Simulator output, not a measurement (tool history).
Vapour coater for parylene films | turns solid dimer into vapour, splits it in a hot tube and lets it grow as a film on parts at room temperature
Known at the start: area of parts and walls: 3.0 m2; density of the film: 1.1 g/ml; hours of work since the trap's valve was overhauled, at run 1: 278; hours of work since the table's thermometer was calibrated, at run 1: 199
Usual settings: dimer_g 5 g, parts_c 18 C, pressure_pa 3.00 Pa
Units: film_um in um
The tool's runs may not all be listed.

run	hour	dimer_g	parts_c	pressure_pa	hours of work since the trap's valve was overhauled	hours of work since the table's thermometer was calibrated	film_um
1	0.0	5	18	3.00	278	199	0.87
# hour 6.4: trap's valve overhauled
2	15.7	5	18	3.00	4	204	0.86
3	34.1	5	18	3.00	12	212	0.87
4	47.6	5	18	7.02	18	218	0.77
5	55.6	5	18	3.00	22	221	0.86
6	69.3	4	18	3.00	28	227	0.68
7	82.6	4	18	3.00	34	233	0.70
8	98.4	4	18	3.00	41	240	0.69
9	107.6	8	18	3.00	45	244	1.39
10	124.2	8	18	3.00	52	252	1.37
11	141.1	8	18	3.00	59	259	1.39
12	159.5	5	13	3.00	67	267	1.10
13	171.2	2	18	3.00	73	272	0.35
14	189.9	6	22	9.86	81	280	0.73
15	206.9	3	11	4.41	88	288	0.68
16	216.5	5	20	8.10	93	292	0.70
17	233.1	2	30	7.56	100	299	0.16
18	244.2	2	30	7.56	105	304	0.16
19	262.7	2	30	7.56	113	312	0.18
20	276.5	2	15	7.56	119	319	0.34
21	289.8	4	30	6.89	125	324	0.36
22	308.5	5	19	2.41	133	333	0.85
23	325.3	4	26	9.63	140	340	0.40

3 ways to go on from here, each from the tool as it stands after run 23. What would each give?
A	343.7	3	26	9.63	149	348	?
B	343.7	9	23	2.15	149	348	?
C	343.7	5	18	6.22	149	348	?

run	film_um
A	0.30
B	1.29
C	0.81
Without the tool's hidden state the same runs would have given:
run	film_um
A	0.30
B	1.29
C	0.81
